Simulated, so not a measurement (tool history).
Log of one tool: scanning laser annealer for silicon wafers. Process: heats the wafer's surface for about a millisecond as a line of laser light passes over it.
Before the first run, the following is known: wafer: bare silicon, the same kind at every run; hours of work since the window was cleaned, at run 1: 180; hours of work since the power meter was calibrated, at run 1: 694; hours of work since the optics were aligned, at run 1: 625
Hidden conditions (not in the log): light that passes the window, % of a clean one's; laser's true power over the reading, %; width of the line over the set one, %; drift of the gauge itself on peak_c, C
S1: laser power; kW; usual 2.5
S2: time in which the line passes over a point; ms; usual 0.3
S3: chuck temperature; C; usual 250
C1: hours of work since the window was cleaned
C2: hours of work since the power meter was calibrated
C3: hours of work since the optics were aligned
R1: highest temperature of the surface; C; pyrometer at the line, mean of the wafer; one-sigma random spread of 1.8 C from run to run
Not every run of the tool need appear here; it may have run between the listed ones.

{"run": 1, "hour": 0.0, "S1": 2.5, "S2": 0.3, "S3": 250, "C1": 180, "C2": 694, "C3": 625, "R1": 1066}
{"run": 2, "hour": 23.0, "S1": 2.5, "S2": 0.3, "S3": 261, "C1": 196, "C2": 709, "C3": 640, "R1": 1073}
{"run": 3, "hour": 47.2, "S1": 2.5, "S2": 0.217, "S3": 250, "C1": 212, "C2": 725, "C3": 656, "R1": 947}
{"run": 4, "hour": 93.9, "S1": 2.5, "S2": 0.217, "S3": 250, "C1": 243, "C2": 757, "C3": 687, "R1": 946}
{"run": 5, "hour": 118.6, "S1": 2.5, "S2": 0.3, "S3": 250, "C1": 260, "C2": 773, "C3": 704, "R1": 1061}
{"run": 6, "hour": 149.3, "S1": 2.5, "S2": 0.3, "S3": 250, "C1": 280, "C2": 794, "C3": 724, "R1": 1060}
{"run": 7, "hour": 193.7, "S1": 2.5, "S2": 0.3, "S3": 250, "C1": 310, "C2": 823, "C3": 754, "R1": 1059}
{"run": 8, "hour": 231.9, "S1": 2.5, "S2": 0.3, "S3": 250, "C1": 335, "C2": 849, "C3": 780, "R1": 1056}
{"run": 9, "hour": 261.5, "S1": 2.5, "S2": 0.3, "S3": 250, "C1": 355, "C2": 869, "C3": 799, "R1": 1057}
{"run": 10, "hour": 306.7, "S1": 2.5, "S2": 0.278, "S3": 250, "C1": 385, "C2": 899, "C3": 830, "R1": 1024}
{"run": 11, "hour": 334.2, "S1": 2.5, "S2": 0.3, "S3": 286, "C1": 404, "C2": 917, "C3": 848, "R1": 1088}
{"run": 12, "hour": 376.5, "S1": 2.5, "S2": 0.3, "S3": 286, "C1": 432, "C2": 946, "C3": 876, "R1": 1085}
{"run": 13, "hour": 430.3, "S1": 2.713, "S2": 0.3, "S3": 286, "C1": 468, "C2": 981, "C3": 912, "R1": 1156}
{"run": 14, "hour": 467.7, "S1": 2.713, "S2": 0.3, "S3": 286, "C1": 493, "C2": 1006, "C3": 937, "R1": 1153}
{"run": 15, "hour": 505.3, "S1": 2.713, "S2": 0.3, "S3": 286, "C1": 518, "C2": 1032, "C3": 962, "R1": 1154}
{"run": 16, "hour": 532.1, "S1": 2.713, "S2": 0.3, "S3": 286, "C1": 536, "C2": 1049, "C3": 980, "R1": 1152}
{"run": 17, "hour": 556.2, "S1": 2.713, "S2": 0.3, "S3": 286, "C1": 552, "C2": 1066, "C3": 996, "R1": 1149}
{"run": 18, "hour": 605.7, "S1": 2.132, "S2": 0.3, "S3": 250, "C1": 585, "C2": 1099, "C3": 1029, "R1": 920}
{"run": 19, "hour": 653.6, "S1": 2.132, "S2": 0.3, "S3": 235, "C1": 617, "C2": 1131, "C3": 1061, "R1": 905}
{"run": 20, "hour": 708.5, "S1": 2.132, "S2": 0.3, "S3": 235, "C1": 654, "C2": 1167, "C3": 1098, "R1": 901}
{"run": 21, "hour": 731.8, "S1": 2.132, "S2": 0.3, "S3": 235, "C1": 669, "C2": 1183, "C3": 1114, "R1": 904}
{"hour": 738.5, "done": "window over the wafer cleaned"}
{"run": 22, "hour": 783.5, "S1": 2.68, "S2": 0.348, "S3": 250, "C1": 30, "C2": 1216, "C3": 1147, "R1": 1196}
{"run": 23, "hour": 827.3, "S1": 2.68, "S2": 0.348, "S3": 250, "C1": 59, "C2": 1245, "C3": 1176, "R1": 1191}
{"run": 24, "hour": 856.1, "S1": 2.68, "S2": 0.348, "S3": 250, "C1": 79, "C2": 1265, "C3": 1195, "R1": 1195}
{"run": 25, "hour": 899.8, "S1": 2.68, "S2": 0.348, "S3": 250, "C1": 108, "C2": 1294, "C3": 1225, "R1": 1190}
{"run": 26, "hour": 946.6, "S1": 2.208, "S2": 0.218, "S3": 228, "C1": 139, "C2": 1325, "C3": 1256, "R1": 842}

Forecast run 27:
{"run": 27, "hour": 980.6, "S1": 2.208, "S2": 0.218, "S3": 228, "C1": 162, "C2": 1348, "C3": 1279, "R1": "?"}

Run 27 came out at R1 842 C.
If the tool had no hidden condition, the same run with the same run-to-run variation would have returned R1 854 C.

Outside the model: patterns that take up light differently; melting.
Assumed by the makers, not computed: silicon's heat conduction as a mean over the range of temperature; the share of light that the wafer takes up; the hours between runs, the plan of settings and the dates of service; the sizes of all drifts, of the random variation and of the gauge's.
